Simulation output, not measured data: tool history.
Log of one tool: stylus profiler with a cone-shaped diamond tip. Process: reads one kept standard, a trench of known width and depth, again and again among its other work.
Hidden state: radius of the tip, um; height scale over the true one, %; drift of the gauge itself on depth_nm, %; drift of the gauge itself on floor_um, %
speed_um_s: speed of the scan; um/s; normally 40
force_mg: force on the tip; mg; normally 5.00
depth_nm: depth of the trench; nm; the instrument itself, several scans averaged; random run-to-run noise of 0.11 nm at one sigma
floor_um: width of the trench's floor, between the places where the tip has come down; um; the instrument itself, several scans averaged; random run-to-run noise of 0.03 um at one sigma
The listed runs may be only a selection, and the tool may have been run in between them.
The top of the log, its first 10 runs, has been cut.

| run | hour | speed_um_s | force_mg | scans with this tip | hours of work since the height scale was calibrated | depth_nm | floor_um |
|---|---|---|---|---|---|---|---|
| 11 | 352.4 | 95 | 5.00 | 15489 | 1416 | 203.42 | 26.88 |
| 12 | 388.6 | 95 | 5.00 | 15730 | 1438 | 203.39 | 26.80 |
| 13 | 422.1 | 39 | 5.00 | 15953 | 1459 | 203.45 | 27.04 |
| 14 | 458.0 | 39 | 5.00 | 16191 | 1481 | 203.54 | 27.03 |
| 15 | 504.0 | 39 | 5.00 | 16498 | 1509 | 203.46 | 26.96 |
| 16 | 553.3 | 26 | 5.00 | 16825 | 1538 | 203.23 | 27.03 |
| 17 | 599.7 | 26 | 5.00 | 17134 | 1567 | 203.33 | 27.07 |
| 18 | 645.1 | 46 | 6.95 | 17436 | 1594 | 204.27 | 26.97 |
| 19 | 676.8 | 10 | 8.94 | 17646 | 1614 | 205.37 | 27.04 |
| 20 | 707.2 | 10 | 8.94 | 17848 | 1632 | 205.34 | 27.08 |
| 21 | 741.2 | 10 | 8.94 | 18074 | 1653 | 205.44 | 27.06 |
| 22 | 774.6 | 17 | 2.64 | 18296 | 1673 | 201.64 | 26.97 |
| 23 | 822.2 | 17 | 2.64 | 18612 | 1702 | 201.62 | 26.95 |
| 24 | 855.2 | 13 | 13.12 | 18832 | 1722 | 207.06 | 27.01 |
| 25 | 893.4 | 38 | 3.62 | 19086 | 1745 | 202.50 | 26.87 |
| 26 | 914.3 | 30 | 5.00 | 19225 | 1758 | 203.06 | 26.89 |
| 27 | 962.3 | 20 | 6.70 | 19544 | 1787 | 204.19 | 26.91 |
| 28 | 1004.6 | 133 | 6.70 | 19825 | 1813 | 204.09 | 26.58 |
| 29 | 1038.8 | 133 | 6.70 | 20052 | 1834 | 203.88 | 26.51 |
| 30 | 1068.5 | 40 | 3.81 | 20249 | 1852 | 202.39 | 26.84 |
| 31 | 1090.1 | 21 | 5.73 | 20393 | 1865 | 203.59 | 26.90 |
| 32 | 1133.2 | 21 | 5.73 | 20680 | 1891 | 203.40 | 26.92 |
| 33 | 1175.0 | 133 | 5.00 | 20957 | 1916 | 203.04 | 26.42 |
| 34 | 1202.1 | 133 | 5.00 | 21138 | 1933 | 203.06 | 26.38 |

Consider 3 possible next runs. They are alternatives, not a sequence: every one starts from the tool as it was left by run 34. What does each give?
| A | 1245.4 | 11 | 1.80 | 21425 | 1959 | ? | ? |
| B | 1245.4 | 20 | 14.22 | 21425 | 1959 | ? | ? |
| C | 1245.4 | 40 | 12.26 | 21425 | 1959 | ? | ? |

| run | depth_nm | floor_um |
|---|---|---|
| A | 200.83 | 26.86 |
| B | 207.35 | 26.87 |
| C | 206.66 | 26.82 |
With no hidden state in the tool, these same runs would have given:
| run | depth_nm | floor_um |
|---|---|---|
| A | 202.25 | 27.97 |
| B | 208.83 | 27.98 |
| C | 208.13 | 27.93 |
